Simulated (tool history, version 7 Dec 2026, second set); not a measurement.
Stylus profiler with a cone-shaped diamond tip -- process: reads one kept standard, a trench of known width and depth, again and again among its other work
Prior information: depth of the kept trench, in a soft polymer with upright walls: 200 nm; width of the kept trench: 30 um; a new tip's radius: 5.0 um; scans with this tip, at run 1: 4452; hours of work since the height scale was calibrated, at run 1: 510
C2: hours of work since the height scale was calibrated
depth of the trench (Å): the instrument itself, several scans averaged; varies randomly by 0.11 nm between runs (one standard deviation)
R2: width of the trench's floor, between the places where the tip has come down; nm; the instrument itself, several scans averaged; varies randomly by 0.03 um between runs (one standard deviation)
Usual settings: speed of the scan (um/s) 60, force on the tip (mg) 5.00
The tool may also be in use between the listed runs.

run 1 day=0.000 | speed_of_the_scan_(um/s)=60 force_on_the_tip_(mg)=5.00 | scans_with_this_tip=4452 C2=510 | depth_of_the_trench_(Å)=2060.2 R2=26550
run 2 day=1.079 | speed_of_the_scan_(um/s)=60 force_on_the_tip_(mg)=5.00 | scans_with_this_tip=4608 C2=528 | depth_of_the_trench_(Å)=2059.7 R2=26510
run 3 day=1.983 | speed_of_the_scan_(um/s)=89 force_on_the_tip_(mg)=5.00 | scans_with_this_tip=4738 C2=542 | depth_of_the_trench_(Å)=2061.4 R2=26430
run 4 day=2.958 | speed_of_the_scan_(um/s)=89 force_on_the_tip_(mg)=5.00 | scans_with_this_tip=4878 C2=559 | depth_of_the_trench_(Å)=2058.1 R2=26420
run 5 day=3.458 | speed_of_the_scan_(um/s)=60 force_on_the_tip_(mg)=5.00 | scans_with_this_tip=4950 C2=567 | depth_of_the_trench_(Å)=2060.5 R2=26490
run 6 day=4.638 | speed_of_the_scan_(um/s)=219 force_on_the_tip_(mg)=5.00 | scans_with_this_tip=5120 C2=586 | depth_of_the_trench_(Å)=2058.1 R2=26040
run 7 day=5.800 | speed_of_the_scan_(um/s)=219 force_on_the_tip_(mg)=14.96 | scans_with_this_tip=5287 C2=605 | depth_of_the_trench_(Å)=2119.6 R2=26270
run 8 day=6.854 | speed_of_the_scan_(um/s)=60 force_on_the_tip_(mg)=3.09 | scans_with_this_tip=5439 C2=623 | depth_of_the_trench_(Å)=2044.1 R2=26430
run 9 day=7.538 | speed_of_the_scan_(um/s)=205 force_on_the_tip_(mg)=14.96 | scans_with_this_tip=5536 C2=634 | depth_of_the_trench_(Å)=2119.9 R2=26220
run 10 day=8.575 | speed_of_the_scan_(um/s)=205 force_on_the_tip_(mg)=14.96 | scans_with_this_tip=5686 C2=651 | depth_of_the_trench_(Å)=2119.7 R2=26300
run 11 day=9.221 | speed_of_the_scan_(um/s)=205 force_on_the_tip_(mg)=14.96 | scans_with_this_tip=5779 C2=662 | depth_of_the_trench_(Å)=2120.7 R2=26320
run 12 day=10.129 | speed_of_the_scan_(um/s)=124 force_on_the_tip_(mg)=13.00 | scans_with_this_tip=5910 C2=677 | depth_of_the_trench_(Å)=2109.5 R2=26400
run 13 day=10.792 | speed_of_the_scan_(um/s)=60 force_on_the_tip_(mg)=5.79 | scans_with_this_tip=6005 C2=688 | depth_of_the_trench_(Å)=2066.7 R2=26410
run 14 day=11.438 | speed_of_the_scan_(um/s)=60 force_on_the_tip_(mg)=5.79 | scans_with_this_tip=6098 C2=698 | depth_of_the_trench_(Å)=2066.4 R2=26400
run 15 day=12.412 | speed_of_the_scan_(um/s)=60 force_on_the_tip_(mg)=5.79 | scans_with_this_tip=6238 C2=714 | depth_of_the_trench_(Å)=2067.5 R2=26380
run 16 day=13.500 | speed_of_the_scan_(um/s)=25 force_on_the_tip_(mg)=8.73 | scans_with_this_tip=6394 C2=732 | depth_of_the_trench_(Å)=2085.0 R2=26420

Each row is a separate what-if for the run after 16, all from the same tool condition, not one after another. Results?
run A day=13.992 | speed_of_the_scan_(um/s)=20 force_on_the_tip_(mg)=2.84 | scans_with_this_tip=6465 C2=740 | depth_of_the_trench_(Å)=? R2=?
run B day=13.992 | speed_of_the_scan_(um/s)=152 force_on_the_tip_(mg)=2.71 | scans_with_this_tip=6465 C2=740 | depth_of_the_trench_(Å)=? R2=?
run C day=13.992 | speed_of_the_scan_(um/s)=25 force_on_the_tip_(mg)=1.89 | scans_with_this_tip=6465 C2=740 | depth_of_the_trench_(Å)=? R2=?
run D day=13.992 | speed_of_the_scan_(um/s)=25 force_on_the_tip_(mg)=1.79 | scans_with_this_tip=6465 C2=740 | depth_of_the_trench_(Å)=? R2=?

run=A depth_of_the_trench_(Å)=2042.8 R2=26510
run=B depth_of_the_trench_(Å)=2043.2 R2=25950
run=C depth_of_the_trench_(Å)=2033.8 R2=26430
run=D depth_of_the_trench_(Å)=2034.9 R2=26440
The same runs, with their run-to-run variation unchanged, on a tool lacking any hidden condition would have given:
run=A depth_of_the_trench_(Å)=2037.2 R2=27180
run=B depth_of_the_trench_(Å)=2037.6 R2=26630
run=C depth_of_the_trench_(Å)=2028.2 R2=27100
run=D depth_of_the_trench_(Å)=2029.3 R2=27110
